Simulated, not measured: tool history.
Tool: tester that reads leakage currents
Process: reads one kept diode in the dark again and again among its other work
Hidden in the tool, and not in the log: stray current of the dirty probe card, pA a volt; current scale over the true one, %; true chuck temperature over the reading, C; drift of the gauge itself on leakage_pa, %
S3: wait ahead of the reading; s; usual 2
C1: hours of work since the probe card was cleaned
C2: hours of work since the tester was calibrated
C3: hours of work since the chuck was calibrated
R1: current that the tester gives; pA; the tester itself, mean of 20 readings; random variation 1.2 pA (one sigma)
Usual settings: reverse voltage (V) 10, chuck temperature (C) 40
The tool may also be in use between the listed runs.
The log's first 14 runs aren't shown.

Run 15, day 44.217: usual settings but chuck temperature (C) 25, S3 0.34 s; C1 861; C2 725; C3 1680. Result: R1 192.38 pA.
Run 16, day 46.833: usual settings; C1 888; C2 751; C3 1707. Result: R1 528.03 pA.
Run 17, day 50.675: usual settings but S3 0.67 s; C1 927; C2 790; C3 1745. Result: R1 529.24 pA.
Run 18, day 55.258: usual settings but S3 0.67 s; C1 973; C2 836; C3 1791. Result: R1 529.64 pA.
Run 19, day 57.317: usual settings but S3 0.67 s; C1 993; C2 857; C3 1812. Result: R1 527.9 pA.
Run 20, day 61.65: usual settings but chuck temperature (C) 54; C1 1037; C2 901; C3 1856. Result: R1 1280.7 pA.
Run 21, day 64.958: usual settings but chuck temperature (C) 54, S3 7.57 s; C1 1070; C2 934; C3 1889. Result: R1 1267.03 pA.
Run 22, day 67.542: usual settings but reverse voltage (V) 4, chuck temperature (C) 28, S3 0.71 s; C1 1096; C2 960; C3 1915. Result: R1 170.39 pA.
Run 23, day 70.154: usual settings but reverse voltage (V) 2.1, chuck temperature (C) 35, S3 2.7 s; C1 1123; C2 986; C3 1942. Result: R1 221.68 pA.
Run 24, day 73.267: usual settings but reverse voltage (V) 1.7, chuck temperature (C) 22, S3 2.7 s; C1 1154; C2 1018; C3 1973. Result: R1 82.4 pA.
Run 25, day 77.95: usual settings but reverse voltage (V) 5.2, chuck temperature (C) 25, S3 1.77 s; C1 1201; C2 1065; C3 2020. Result: R1 152.55 pA.
Run 26, day 82.104: usual settings but reverse voltage (V) 1.7, chuck temperature (C) 28, S3 0.75 s; C1 1243; C2 1107; C3 2062. Result: R1 126.45 pA.
Run 27, day 84.975: usual settings but reverse voltage (V) 1.7, chuck temperature (C) 32, S3 0.75 s; C1 1272; C2 1136; C3 2091. Result: R1 168.21 pA.
Run 28, day 88.992: usual settings but reverse voltage (V) 1.7, chuck temperature (C) 32, S3 0.75 s; C1 1313; C2 1176; C3 2131. Result: R1 167.63 pA.
Run 29, day 93.4: usual settings but reverse voltage (V) 1.7, chuck temperature (C) 32, S3 0.75 s; C1 1357; C2 1221; C3 2176. Result: R1 167.71 pA.
Run 30, day 98.021: usual settings but reverse voltage (V) 6.2, chuck temperature (C) 36, S3 2.94 s; C1 1404; C2 1267; C3 2222. Result: R1 342.49 pA.
Run 31, day 100.304: usual settings but reverse voltage (V) 8.5, chuck temperature (C) 43; C1 1427; C2 1290; C3 2245. Result: R1 603.57 pA.
Run 32, day 103.746: usual settings but reverse voltage (V) 8.5, chuck temperature (C) 43; C1 1461; C2 1325; C3 2280. Result: R1 605.85 pA.
Run 33, day 107.675: usual settings but chuck temperature (C) 23; C1 1501; C2 1364; C3 2320. Result: R1 169.82 pA.
At day 110.167: chuck's temperature calibrated.
Run 34, day 110.521: usual settings but reverse voltage (V) 18.6, S3 1.04 s; C1 1529; C2 1392; C3 4. Result: R1 689.79 pA.
Run 35, day 113.038: usual settings but reverse voltage (V) 18.6, S3 1.04 s; C1 1554; C2 1418; C3 29. Result: R1 687.82 pA.
At day 114.788: probe card cleaned and baked.
Run 36, day 116.758: usual settings but reverse voltage (V) 1.5, chuck temperature (C) 53, S3 1.9 s; C1 20; C2 1454; C3 65. Result: R1 658.19 pA.
Run 37, day 118.854: usual settings but reverse voltage (V) 1.5, chuck temperature (C) 22, S3 4.89 s; C1 41; C2 1475; C3 86. Result: R1 80.37 pA.
Run 38, day 121.958: usual settings but reverse voltage (V) 6.3, S3 0.74 s; C1 72; C2 1506; C3 118. Result: R1 460.19 pA.
Run 39, day 124.733: usual settings but reverse voltage (V) 1.3, chuck temperature (C) 54; C1 100; C2 1534; C3 146. Result: R1 667.68 pA.

4 ways to go on from here, each from the tool as it stands after run 39. What would each give?
Run A, day 126.708: usual settings but reverse voltage (V) 10.6, chuck temperature (C) 25, S3 1.83 s; C1 120; C2 1554; C3 165. Result: R1 ?.
Run B, day 126.708: usual settings but reverse voltage (V) 1.3, chuck temperature (C) 28, S3 1.44 s; C1 120; C2 1554; C3 165. Result: R1 ?.
Run C, day 126.708: usual settings but S3 0.39 s; C1 120; C2 1554; C3 165. Result: R1 ?.
Run D, day 126.708: usual settings but reverse voltage (V) 1.3, chuck temperature (C) 54, S3 1.56 s; C1 120; C2 1554; C3 165. Result: R1 ?.

run      R1
  A  193.32
  B  118.91
  C  538.22
  D   666.6
Without the tool's hidden state the same runs would have given:
run      R1
  A  192.75
  B  119.21
  C  539.07
  D  669.03

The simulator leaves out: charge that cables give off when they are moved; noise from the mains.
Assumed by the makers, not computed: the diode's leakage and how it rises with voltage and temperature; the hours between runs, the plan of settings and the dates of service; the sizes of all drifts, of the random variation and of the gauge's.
